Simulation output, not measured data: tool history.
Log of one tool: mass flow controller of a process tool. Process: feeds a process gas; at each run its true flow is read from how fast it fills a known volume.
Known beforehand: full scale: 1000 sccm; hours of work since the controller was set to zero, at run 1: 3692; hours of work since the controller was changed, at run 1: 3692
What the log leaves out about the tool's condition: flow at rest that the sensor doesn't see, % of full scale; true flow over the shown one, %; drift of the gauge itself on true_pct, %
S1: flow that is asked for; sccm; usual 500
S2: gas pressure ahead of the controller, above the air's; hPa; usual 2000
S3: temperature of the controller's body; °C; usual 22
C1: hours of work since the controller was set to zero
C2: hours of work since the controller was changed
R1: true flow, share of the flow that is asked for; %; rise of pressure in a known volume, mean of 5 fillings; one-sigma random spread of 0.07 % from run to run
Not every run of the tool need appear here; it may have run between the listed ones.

run	hour	S1	S2	S3	C1	C2	R1
1	0	500	2000	22	3692	3692	98.57
2	152.4	500	2000	20	3812	3812	98.52
3	357.2	500	2000	20	3972	3972	98.53
4	542.4	500	2000	23	4118	4118	98.75
5	746.8	309	2000	22	4278	4278	98.13
6	886.9	500	2420	22	4388	4388	98.8
7	1046.1	500	2420	22	4513	4513	98.7
8	1182.9	158	1770	22	4621	4621	97.77
9	1374.8	272	2260	22	4771	4771	98.17
10	1489.3	272	2260	22	4861	4861	98.08
11	1633.9	272	2260	22	4975	4975	98.02
12	1866.4	272	2260	22	5157	5157	98.09

A few steps of R1 between consecutive runs. Split each: what settings, incoming material and random variation would produce without the hidden state, and what is left over for the hidden state, along with gauge scatter present in only one of the two compared results (measured, and without hidden state):
Run 3 -> 4: S3 20 -> 23. R1 +0.22 %: hidden state -0.04, all else +0.26.
Run 7 -> 8: S1 500 -> 158, S2 2420 -> 1770. R1 -0.93 %: hidden state -0.03, all else -0.9.
